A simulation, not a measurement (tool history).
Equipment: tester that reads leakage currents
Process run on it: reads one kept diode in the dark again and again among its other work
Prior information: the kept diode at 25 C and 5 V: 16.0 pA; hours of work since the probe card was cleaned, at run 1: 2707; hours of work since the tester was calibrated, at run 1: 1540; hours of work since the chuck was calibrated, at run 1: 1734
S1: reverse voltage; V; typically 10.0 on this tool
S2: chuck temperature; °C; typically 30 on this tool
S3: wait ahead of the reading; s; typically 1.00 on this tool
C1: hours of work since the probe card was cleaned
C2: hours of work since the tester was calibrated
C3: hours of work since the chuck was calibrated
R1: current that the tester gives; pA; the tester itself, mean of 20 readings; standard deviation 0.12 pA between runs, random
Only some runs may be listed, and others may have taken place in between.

run,day,S1,S2,S3,C1,C2,C3,R1
1,0.000,10.0,30,1.00,2707,1540,1734,36.03
2,1.550,10.0,29,1.00,2737,1570,1764,33.42
3,3.629,10.0,30,1.00,2777,1609,1804,35.93
4,6.038,1.0,30,1.00,2823,1656,1850,9.34
# day 7.475: probe card cleaned and baked
5,7.475,1.0,30,1.00,0,1681,1875,9.38
6,8.496,10.0,30,1.00,20,1700,1894,36.10
# day 9.704: chuck's temperature calibrated
7,9.925,10.0,30,1.00,45,1726,4,35.95
8,12.175,10.0,30,1.00,89,1769,47,35.88
9,13.850,10.0,30,1.00,121,1801,79,36.39
10,15.542,10.0,30,1.00,153,1834,112,36.37
11,17.204,10.0,30,1.00,185,1866,144,36.16
12,19.217,10.0,30,1.00,223,1904,182,36.18
13,20.658,10.0,30,1.00,251,1932,210,36.16
14,21.742,2.4,30,1.00,272,1953,231,15.63
15,23.150,2.4,30,1.00,299,1980,258,15.59
16,25.600,1.4,30,0.95,346,2027,305,11.38
17,27.521,1.4,30,0.95,383,2063,341,11.41
18,28.792,1.4,44,2.02,407,2088,366,30.97
19,29.967,1.4,44,2.02,429,2110,388,31.38
20,31.096,1.4,44,2.02,451,2132,410,31.17
21,32.925,1.0,30,0.98,486,2167,445,9.40
22,34.717,1.0,30,0.98,520,2201,479,9.39
23,36.571,1.0,30,0.98,556,2237,515,9.43
24,39.083,3.1,38,0.98,604,2285,563,32.35
25,41.296,3.1,38,0.98,647,2327,605,32.67
26,43.612,10.0,30,2.01,691,2372,650,35.85
27,46.000,17.3,49,1.00,737,2417,696,190.36
28,47.683,17.3,49,1.00,769,2450,728,189.94
29,50.033,17.3,32,0.50,814,2495,773,58.88
30,52.492,1.1,36,7.23,861,2542,820,15.34

Hidden state at the last listed run before each entry between runs and at the first one after, where it differs:
Logged between run 4 and run 5: probe card cleaned and baked (day 7.475)
  stray current of the dirty probe card, pA a volt: 0.027 -> 0.02
Logged between run 6 and run 7: chuck's temperature calibrated (day 9.704)
  no difference in the tool's unlogged condition between these two runs

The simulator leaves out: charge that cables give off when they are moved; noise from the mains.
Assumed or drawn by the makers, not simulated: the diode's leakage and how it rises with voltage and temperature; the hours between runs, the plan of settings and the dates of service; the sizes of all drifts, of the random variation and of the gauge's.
